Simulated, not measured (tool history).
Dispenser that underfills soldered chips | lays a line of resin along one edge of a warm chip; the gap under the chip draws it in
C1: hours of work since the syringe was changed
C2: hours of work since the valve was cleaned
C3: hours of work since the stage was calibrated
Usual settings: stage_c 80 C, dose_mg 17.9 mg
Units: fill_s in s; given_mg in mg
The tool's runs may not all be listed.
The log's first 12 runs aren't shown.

At hour 81.9: new syringe of resin.
Run 13, hour 84.4: usual settings but dose_mg 21.8 mg; C1 2; C2 33; C3 237. Result: fill_s 45.7 s, given_mg 21.39 mg.
At hour 92.1: new syringe of resin.
Run 14, hour 92.2: usual settings but stage_c 87 C; C1 0; C2 38; C3 242. Result: fill_s 30 s, given_mg 17.4 mg.
Run 15, hour 101.7: usual settings but dose_mg 20.7 mg; C1 6; C2 44; C3 248. Result: fill_s 65 s, given_mg 20.2 mg.
At hour 102.9: new syringe of resin.
Run 16, hour 109.9: usual settings; C1 4; C2 49; C3 253. Result: fill_s 56.7 s, given_mg 17.31 mg.
At hour 113.3: new syringe of resin.
Run 17, hour 114.8: usual settings but dose_mg 17.7 mg; C1 1; C2 52; C3 256. Result: fill_s 45.3 s, given_mg 17.25 mg.
Run 18, hour 120.9: usual settings but stage_c 85 C, dose_mg 17.7 mg; C1 5; C2 56; C3 260. Result: fill_s 46.6 s, given_mg 17.13 mg.
At hour 124.1: new syringe of resin.
Run 19, hour 129.9: usual settings but dose_mg 18 mg; C1 4; C2 62; C3 266. Result: fill_s 55.1 s, given_mg 17.37 mg.
At hour 134.3: new syringe of resin.
Run 20, hour 136: usual settings but stage_c 81 C, dose_mg 16.2 mg; C1 1; C2 66; C3 269. Result: fill_s 44 s, given_mg 15.58 mg.
Run 21, hour 141.3: usual settings but stage_c 81 C, dose_mg 16.2 mg; C1 4; C2 69; C3 273. Result: fill_s 55.7 s, given_mg 15.59 mg.
At hour 144.9: new syringe of resin.
Run 22, hour 145.8: usual settings but stage_c 93 C, dose_mg 15.4 mg; C1 1; C2 72; C3 275. Result: fill_s 24.1 s, given_mg 14.78 mg.
Run 23, hour 152.1: usual settings but stage_c 93 C, dose_mg 22.2 mg; C1 5; C2 76; C3 279. Result: fill_s 28.4 s, given_mg 21.34 mg.
At hour 155.1: new syringe of resin.
Run 24, hour 160.2: usual settings but stage_c 93 C, dose_mg 19.5 mg; C1 3; C2 81; C3 284. Result: fill_s 26.4 s, given_mg 18.64 mg.
At hour 165.5: new syringe of resin.
Run 25, hour 169.2: usual settings but stage_c 93 C, dose_mg 19.5 mg; C1 2; C2 86; C3 290. Result: fill_s 25.9 s, given_mg 18.54 mg.
At hour 175.9: new syringe of resin.
At hour 178.9: dispensing valve cleaned and set on the balance.
Run 26, hour 178.9: usual settings but stage_c 81 C, dose_mg 15.7 mg; C1 1; C2 0; C3 295. Result: fill_s 44.5 s, given_mg 15.69 mg.
Run 27, hour 184.9: usual settings but stage_c 72 C, dose_mg 19.3 mg; C1 5; C2 4; C3 299. Result: fill_s 90.8 s, given_mg 19.28 mg.
At hour 187.1: new syringe of resin.
Run 28, hour 191.6: usual settings but stage_c 87 C, dose_mg 16.4 mg; C1 3; C2 8; C3 303. Result: fill_s 35.7 s, given_mg 16.4 mg.
At hour 197.6: new syringe of resin.
Run 29, hour 198.9: usual settings but stage_c 91 C, dose_mg 16.5 mg; C1 1; C2 12; C3 308. Result: fill_s 26 s, given_mg 16.49 mg.
Run 30, hour 204.9: usual settings but stage_c 91 C, dose_mg 16.5 mg; C1 5; C2 16; C3 312. Result: fill_s 33.5 s, given_mg 16.37 mg.
At hour 208.1: new syringe of resin.
Run 31, hour 211.1: usual settings but stage_c 83 C, dose_mg 21.4 mg; C1 2; C2 20; C3 316. Result: fill_s 39.1 s, given_mg 21.24 mg.
At hour 218.7: new syringe of resin.
Run 32, hour 218.7: usual settings but dose_mg 20.9 mg; C1 0; C2 25; C3 320. Result: fill_s 39.9 s, given_mg 20.7 mg.
Run 33, hour 227: usual settings but dose_mg 15.4 mg; C1 5; C2 30; C3 326. Result: fill_s 60.1 s, given_mg 15.22 mg.
At hour 229.2: new syringe of resin.
Run 34, hour 235.9: usual settings but stage_c 74 C, dose_mg 19.2 mg; C1 4; C2 36; C3 331. Result: fill_s 74.1 s, given_mg 18.86 mg.

Forecast each of these 3 alternatives for the next run:
At hour 239.9: new syringe of resin.
Run A, hour 245.8: usual settings but dose_mg 18.3 mg; C1 4; C2 42; C3 337. Result: fill_s ?, given_mg ?.
At hour 239.9: new syringe of resin.
Run B, hour 245.8: usual settings but stage_c 75 C, dose_mg 18.8 mg; C1 4; C2 42; C3 337. Result: fill_s ?, given_mg ?.
At hour 239.9: new syringe of resin.
Run C, hour 245.8: usual settings but stage_c 86 C; C1 4; C2 42; C3 337. Result: fill_s ?, given_mg ?.

run  fill_s  given_mg
  A    51.6     18.07
  B    68.3     18.52
  C    39.3     17.53
Without the tool's hidden state the same runs would have given:
run  fill_s  given_mg
  A    44.3     18.43
  B    58.9     18.88
  C    33.7     17.88

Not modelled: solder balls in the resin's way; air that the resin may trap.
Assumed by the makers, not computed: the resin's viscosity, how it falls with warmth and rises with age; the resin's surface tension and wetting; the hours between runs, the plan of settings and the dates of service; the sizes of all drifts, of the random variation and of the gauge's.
